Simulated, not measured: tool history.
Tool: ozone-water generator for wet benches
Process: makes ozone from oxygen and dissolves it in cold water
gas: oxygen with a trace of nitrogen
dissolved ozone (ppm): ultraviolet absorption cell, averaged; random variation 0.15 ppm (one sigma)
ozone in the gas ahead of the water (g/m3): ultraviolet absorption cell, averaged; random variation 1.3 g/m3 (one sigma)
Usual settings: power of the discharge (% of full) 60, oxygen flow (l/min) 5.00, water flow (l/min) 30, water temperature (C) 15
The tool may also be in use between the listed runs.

run,day,power of the discharge (% of full),oxygen flow (l/min),water flow (l/min),water temperature (C),dissolved ozone (ppm),ozone in the gas ahead of the water (g/m3)
1,0.000,60,5.00,30,15,18.3,228.7
2,4.304,60,5.00,30,15,18.1,230.6
3,8.600,60,5.00,30,15,17.8,230.9
4,11.300,60,5.00,30,15,18.2,230.0
5,15.362,60,7.96,30,15,19.9,186.2
6,19.196,60,5.00,30,15,17.7,227.5
7,22.625,60,5.00,30,15,17.8,226.8
8,27.362,60,5.00,30,15,17.7,226.5
9,31.075,60,5.00,30,15,17.6,224.5
10,34.771,60,5.00,30,15,17.4,224.8
# day 35.125: water thermometer calibrated
11,39.288,63,3.91,19,15,26.1,258.1
12,42.696,73,2.93,19,15,26.5,316.9
13,45.912,73,2.93,19,15,26.4,319.3
14,49.758,73,2.93,19,15,26.7,316.1
# day 50.846: water thermometer calibrated, once more
15,53.912,83,2.76,33,9,16.7,354.4
16,58.717,73,5.00,30,7,21.0,255.8
17,63.396,76,5.00,30,18,19.5,257.0
18,66.483,76,5.00,30,18,19.5,258.5
19,69.892,41,3.76,30,11,12.5,191.0
20,73.317,41,3.76,30,11,12.5,189.0

Forecast each of these 4 alternatives for the next run:
A,76.379,60,5.00,30,19,?,?
B,76.379,53,3.43,31,15,?,?
C,76.379,56,7.99,36,11,?,?
D,76.379,98,5.00,33,15,?,?

run,dissolved ozone (ppm),ozone in the gas ahead of the water (g/m3)
A,16.2,219.7
B,13.6,236.3
C,15.7,171.3
D,21.4,305.2
Without the tool's hidden state the same runs would have given:
run,dissolved ozone (ppm),ozone in the gas ahead of the water (g/m3)
A,18.2,240.7
B,15.1,256.5
C,17.6,186.7
D,24.9,346.4
